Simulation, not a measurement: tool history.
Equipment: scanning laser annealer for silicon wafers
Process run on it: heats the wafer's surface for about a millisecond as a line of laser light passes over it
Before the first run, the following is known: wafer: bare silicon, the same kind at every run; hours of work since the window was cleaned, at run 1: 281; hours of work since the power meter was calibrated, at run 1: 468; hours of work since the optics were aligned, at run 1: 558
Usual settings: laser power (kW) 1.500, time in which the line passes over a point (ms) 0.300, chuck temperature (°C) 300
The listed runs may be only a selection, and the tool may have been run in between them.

| run | hour | laser power (kW) | time in which the line passes over a point (ms) | chuck temperature (°C) | hours of work since the window was cleaned | hours of work since the power meter was calibrated | hours of work since the optics were aligned | highest temperature of the surface (°C) |
|---|---|---|---|---|---|---|---|---|
| 1 | 0.0 | 1.500 | 0.300 | 300 | 281 | 468 | 558 | 1000 |
| 2 | 27.7 | 1.535 | 0.300 | 300 | 297 | 485 | 574 | 1015 |
| 3 | 45.7 | 1.535 | 0.300 | 300 | 308 | 495 | 585 | 1012 |
| 4 | 65.7 | 1.314 | 0.300 | 300 | 320 | 507 | 597 | 917 |
| 5 | 93.7 | 1.314 | 0.300 | 300 | 337 | 524 | 613 | 913 |
| 6 | 115.0 | 1.596 | 0.300 | 300 | 349 | 537 | 626 | 1035 |
| 7 | 129.0 | 1.596 | 0.300 | 300 | 358 | 545 | 634 | 1037 |
| 8 | 155.3 | 1.596 | 0.300 | 300 | 373 | 560 | 650 | 1039 |
| 9 | 169.0 | 1.500 | 0.300 | 300 | 381 | 569 | 658 | 997 |
| 10 | 183.8 | 1.500 | 0.300 | 300 | 390 | 577 | 667 | 994 |
| 11 | 205.1 | 1.500 | 0.300 | 300 | 403 | 590 | 679 | 992 |
| 12 | 220.5 | 1.500 | 0.300 | 300 | 412 | 599 | 688 | 994 |
| 13 | 239.1 | 1.500 | 0.300 | 300 | 423 | 610 | 699 | 995 |
| 14 | 265.5 | 1.500 | 0.266 | 300 | 439 | 626 | 715 | 946 |
| 15 | 293.4 | 1.500 | 0.266 | 300 | 455 | 642 | 732 | 947 |
| 16 | 313.4 | 1.500 | 0.266 | 300 | 467 | 654 | 744 | 946 |
| 17 | 329.1 | 1.500 | 0.266 | 300 | 476 | 664 | 753 | 942 |
| 18 | 345.5 | 1.500 | 0.266 | 300 | 486 | 673 | 763 | 942 |
| 19 | 373.3 | 1.440 | 0.300 | 300 | 503 | 690 | 779 | 966 |
| 20 | 393.6 | 1.413 | 0.307 | 300 | 515 | 702 | 791 | 958 |
| 21 | 411.0 | 1.443 | 0.279 | 310 | 525 | 712 | 801 | 947 |

Estimate the outcome of run 22 from the log above:
| 22 | 422.8 | 1.500 | 0.339 | 332 | 532 | 719 | 809 | ? |

Run 22 produced highest temperature of the surface (°C) 1068.
Without the tool's hidden state the same run would have given highest temperature of the surface (°C) 1094.
